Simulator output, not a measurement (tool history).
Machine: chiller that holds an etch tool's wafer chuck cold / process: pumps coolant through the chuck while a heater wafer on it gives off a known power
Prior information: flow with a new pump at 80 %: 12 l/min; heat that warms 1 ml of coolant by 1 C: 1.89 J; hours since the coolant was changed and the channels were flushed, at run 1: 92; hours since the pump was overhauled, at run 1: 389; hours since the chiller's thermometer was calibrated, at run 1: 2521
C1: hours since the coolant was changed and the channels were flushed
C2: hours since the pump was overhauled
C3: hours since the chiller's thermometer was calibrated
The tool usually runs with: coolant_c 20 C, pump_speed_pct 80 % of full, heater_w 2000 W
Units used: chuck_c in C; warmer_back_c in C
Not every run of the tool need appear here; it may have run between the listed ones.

{"run": 1, "hour": 0.0, "coolant_c": 20, "pump_speed_pct": 80, "heater_w": 2000, "C1": 92, "C2": 389, "C3": 2521, "chuck_c": 35.7, "warmer_back_c": 5.31}
{"run": 2, "hour": 22.1, "coolant_c": 20, "pump_speed_pct": 80, "heater_w": 2000, "C1": 114, "C2": 411, "C3": 2543, "chuck_c": 35.8, "warmer_back_c": 5.24}
{"run": 3, "hour": 37.9, "coolant_c": 20, "pump_speed_pct": 80, "heater_w": 2000, "C1": 129, "C2": 427, "C3": 2559, "chuck_c": 36, "warmer_back_c": 5.18}
{"run": 4, "hour": 60.3, "coolant_c": 20, "pump_speed_pct": 80, "heater_w": 2000, "C1": 152, "C2": 449, "C3": 2581, "chuck_c": 35.8, "warmer_back_c": 5.23}
{"run": 5, "hour": 96.8, "coolant_c": 20, "pump_speed_pct": 80, "heater_w": 1688, "C1": 188, "C2": 486, "C3": 2617, "chuck_c": 33.2, "warmer_back_c": 4.38}
{"run": 6, "hour": 122.9, "coolant_c": 20, "pump_speed_pct": 80, "heater_w": 2000, "C1": 214, "C2": 512, "C3": 2644, "chuck_c": 35.7, "warmer_back_c": 5.24}
{"run": 7, "hour": 154.8, "coolant_c": 20, "pump_speed_pct": 80, "heater_w": 2000, "C1": 246, "C2": 544, "C3": 2676, "chuck_c": 35.8, "warmer_back_c": 5.23}
{"run": 8, "hour": 178.5, "coolant_c": 20, "pump_speed_pct": 80, "heater_w": 2000, "C1": 270, "C2": 567, "C3": 2699, "chuck_c": 35.9, "warmer_back_c": 5.23}
{"run": 9, "hour": 195.2, "coolant_c": 20, "pump_speed_pct": 80, "heater_w": 2000, "C1": 287, "C2": 584, "C3": 2716, "chuck_c": 35.7, "warmer_back_c": 5.17}
{"run": 10, "hour": 214.0, "coolant_c": 20, "pump_speed_pct": 80, "heater_w": 2000, "C1": 306, "C2": 603, "C3": 2735, "chuck_c": 35.7, "warmer_back_c": 5.16}
{"run": 11, "hour": 243.0, "coolant_c": 20, "pump_speed_pct": 80, "heater_w": 2000, "C1": 335, "C2": 632, "C3": 2764, "chuck_c": 35.8, "warmer_back_c": 5.21}
{"run": 12, "hour": 264.0, "coolant_c": 20, "pump_speed_pct": 80, "heater_w": 2000, "C1": 356, "C2": 653, "C3": 2785, "chuck_c": 35.8, "warmer_back_c": 5.23}
{"run": 13, "hour": 280.5, "coolant_c": 20, "pump_speed_pct": 80, "heater_w": 2000, "C1": 372, "C2": 669, "C3": 2801, "chuck_c": 35.8, "warmer_back_c": 5.14}
{"run": 14, "hour": 314.7, "coolant_c": 20, "pump_speed_pct": 80, "heater_w": 2000, "C1": 406, "C2": 704, "C3": 2835, "chuck_c": 35.8, "warmer_back_c": 5.15}
{"run": 15, "hour": 332.7, "coolant_c": 30, "pump_speed_pct": 61, "heater_w": 2000, "C1": 424, "C2": 722, "C3": 2853, "chuck_c": 48.3, "warmer_back_c": 6.87}
{"run": 16, "hour": 362.5, "coolant_c": 30, "pump_speed_pct": 63, "heater_w": 2000, "C1": 454, "C2": 751, "C3": 2883, "chuck_c": 47.9, "warmer_back_c": 6.61}
{"run": 17, "hour": 387.6, "coolant_c": 10, "pump_speed_pct": 84, "heater_w": 2000, "C1": 479, "C2": 776, "C3": 2908, "chuck_c": 25.3, "warmer_back_c": 4.84}
{"run": 18, "hour": 417.8, "coolant_c": 10, "pump_speed_pct": 84, "heater_w": 2000, "C1": 509, "C2": 807, "C3": 2939, "chuck_c": 25.3, "warmer_back_c": 4.84}
{"run": 19, "hour": 454.2, "coolant_c": 10, "pump_speed_pct": 84, "heater_w": 2000, "C1": 546, "C2": 843, "C3": 2975, "chuck_c": 25.3, "warmer_back_c": 4.81}
{"run": 20, "hour": 490.5, "coolant_c": 10, "pump_speed_pct": 84, "heater_w": 2594, "C1": 582, "C2": 879, "C3": 3011, "chuck_c": 29.7, "warmer_back_c": 6.26}
{"run": 21, "hour": 516.9, "coolant_c": 15, "pump_speed_pct": 80, "heater_w": 2523, "C1": 608, "C2": 906, "C3": 3038, "chuck_c": 34.8, "warmer_back_c": 6.4}
{"run": 22, "hour": 537.8, "coolant_c": 15, "pump_speed_pct": 80, "heater_w": 2523, "C1": 629, "C2": 927, "C3": 3058, "chuck_c": 35, "warmer_back_c": 6.42}
{"run": 23, "hour": 567.4, "coolant_c": 15, "pump_speed_pct": 80, "heater_w": 2523, "C1": 659, "C2": 956, "C3": 3088, "chuck_c": 34.9, "warmer_back_c": 6.39}
{"hour": 570.2, "done": "chiller's thermometer calibrated"}
{"run": 24, "hour": 592.8, "coolant_c": 15, "pump_speed_pct": 80, "heater_w": 2523, "C1": 683, "C2": 981, "C3": 23, "chuck_c": 34.8, "warmer_back_c": 6.43}
{"hour": 616.1, "done": "gauge calibrated"}
{"run": 25, "hour": 618.4, "coolant_c": 15, "pump_speed_pct": 80, "heater_w": 2523, "C1": 709, "C2": 1006, "C3": 48, "chuck_c": 34.9, "warmer_back_c": 6.73}
{"run": 26, "hour": 641.5, "coolant_c": 25, "pump_speed_pct": 80, "heater_w": 2314, "C1": 732, "C2": 1029, "C3": 71, "chuck_c": 43.3, "warmer_back_c": 6.12}

Hidden state or all else? Some run-to-run changes of warmer_back_c, split into what the settings, what came in and random variation would give without the hidden state, and what is left for the hidden state (with any gauge scatter that isn't in both results):
Hidden state at play: heat passed by the chuck's channels, % of clean ones'; flow at a given pump speed, % of a new pump's; coolant's true temperature over the reading, C; drift of the gauge itself on chuck_c, C; drift of the gauge itself on warmer_back_c, C.
Run 4 -> 5: heater_w 2000 -> 1688. warmer_back_c -0.85 C: hidden state -0.02, all else -0.83.
Run 14 -> 15: coolant_c 20 -> 30, pump_speed_pct 80 -> 61. warmer_back_c +1.72 C: hidden state -0.02, all else +1.74.
Run 16 -> 17: coolant_c 30 -> 10, pump_speed_pct 63 -> 84. warmer_back_c -1.77 C: hidden state -0.01, all else -1.76.
Run 24 -> 25: gauge calibrated. warmer_back_c +0.3 C: hidden state +0.25, all else +0.05.

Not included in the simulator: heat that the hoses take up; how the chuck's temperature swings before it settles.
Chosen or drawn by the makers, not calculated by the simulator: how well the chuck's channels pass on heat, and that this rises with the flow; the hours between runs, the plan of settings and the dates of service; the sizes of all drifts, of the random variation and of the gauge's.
